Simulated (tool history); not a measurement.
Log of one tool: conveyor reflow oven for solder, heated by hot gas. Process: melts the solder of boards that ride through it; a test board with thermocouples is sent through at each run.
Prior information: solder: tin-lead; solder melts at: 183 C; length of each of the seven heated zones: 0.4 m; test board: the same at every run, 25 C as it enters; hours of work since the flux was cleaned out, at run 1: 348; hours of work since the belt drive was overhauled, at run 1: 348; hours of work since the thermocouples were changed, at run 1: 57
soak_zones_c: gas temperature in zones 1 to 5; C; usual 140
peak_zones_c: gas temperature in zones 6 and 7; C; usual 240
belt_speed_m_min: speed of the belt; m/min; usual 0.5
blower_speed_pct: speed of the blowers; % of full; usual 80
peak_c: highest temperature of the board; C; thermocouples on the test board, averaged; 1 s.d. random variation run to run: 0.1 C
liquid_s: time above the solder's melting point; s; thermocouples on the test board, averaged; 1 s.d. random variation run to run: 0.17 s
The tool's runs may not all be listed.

run	hour	soak_zones_c	peak_zones_c	belt_speed_m_min	blower_speed_pct	hours of work since the flux was cleaned out	hours of work since the belt drive was overhauled	hours of work since the thermocouples were changed	peak_c	liquid_s
1	0	140	240	0.5	80	348	348	57	224.4	80
2	37	140	240	0.5	80	364	364	73	224.6	79.8
3	121.3	140	240	0.5	80	399	399	108	224.6	79.7
# hour 170.9: flux residue cleaned out of gas plates and filters
4	178.8	152	240	0.5	80	3	421	130	227.8	88
5	240.2	140	234	0.5	80	29	446	155	220.5	77.1
6	285.4	140	240	0.468	80	48	465	174	228	88.5
7	359.9	134	240	0.5	80	78	496	205	225	77.9
8	397	140	240	0.5	80	94	511	220	225.9	81.3
9	456.4	140	240	0.5	80	119	536	245	225.8	81.1
10	534.1	140	240	0.5	80	151	568	277	225.8	81.3
11	613.7	128	240	0.5	80	184	601	310	224	75.3
12	691.3	140	240	0.5	80	216	633	342	226	81.6
13	732	140	240	0.5	80	233	650	359	225.8	81.2
14	790.6	140	240	0.5	80	257	675	384	225.8	81.2
15	850.8	140	251	0.5	82	282	700	409	236.1	88.7
16	892.4	140	251	0.5	82	300	717	426	236.1	88.5
17	947.3	139	240	0.512	80	322	740	449	224.9	78.1
# hour 957.6: belt drive overhauled, speed set with a stopwatch
18	1032.4	139	240	0.512	80	356	31	482	225	79.1
# hour 1092.2: thermocouples of zones 6 and 7 changed
19	1097	139	240	0.512	80	382	57	2	224.3	78.3
# hour 1183.1: flux residue cleaned out of gas plates and filters
20	1183.1	140	240	0.404	80	0	91	36	232.1	108
21	1219.7	153	241	0.586	80	15	106	51	225	74.6
22	1262.9	142	240	0.5	80	33	124	69	227.2	83.8
23	1314.9	142	240	0.5	80	55	145	90	227.1	84.1
# hour 1356.2: belt drive overhauled, speed set with a stopwatch, once more
24	1383.8	142	229	0.549	75	82	11	117	213	63
25	1433.2	134	240	0.5	80	102	32	138	225.2	77.8
26	1493.8	139	250	0.493	78	127	57	163	235.1	87.9
27	1556.6	139	250	0.493	78	153	83	189	235.1	87.5

Difference, measured minus no-hidden-state, one row per run. Run-to-run variation is common to both terms; the gauge's own scatter need not be:
Unlogged tool condition in this case: heat that the gas passes to the board, % of a clean oven's; belt's true speed, % of the reading; true gas temperature in zones 6 and 7 over the reading, C; drift of the gauge itself on peak_c, C; drift of the gauge itself on liquid_s, %.
run	peak_c	liquid_s
1	-1.5	-0.8
2	-1.4	-0.9
3	-1.4	-0.8
4	+0	+0.5
5	-0.1	+0.4
6	-0.1	+0.5
7	-0.1	+0.5
8	-0.1	+0.5
9	-0.1	+0.5
10	-0.1	+0.5
11	-0.2	+0.4
12	-0.1	+0.6
13	-0.2	+0.5
14	-0.2	+0.5
15	-0.2	+0.8
16	-0.2	+0.8
17	-0.3	+0.5
18	+0	+1.2
19	-0.9	+0.6
20	+0.7	+2.5
21	+0.8	+1.9
22	+0.7	+2.2
23	+0.7	+2.2
24	+0.2	+0.1
25	+0.1	+0.2
26	+0.2	+0.2
27	+0.1	+0.3
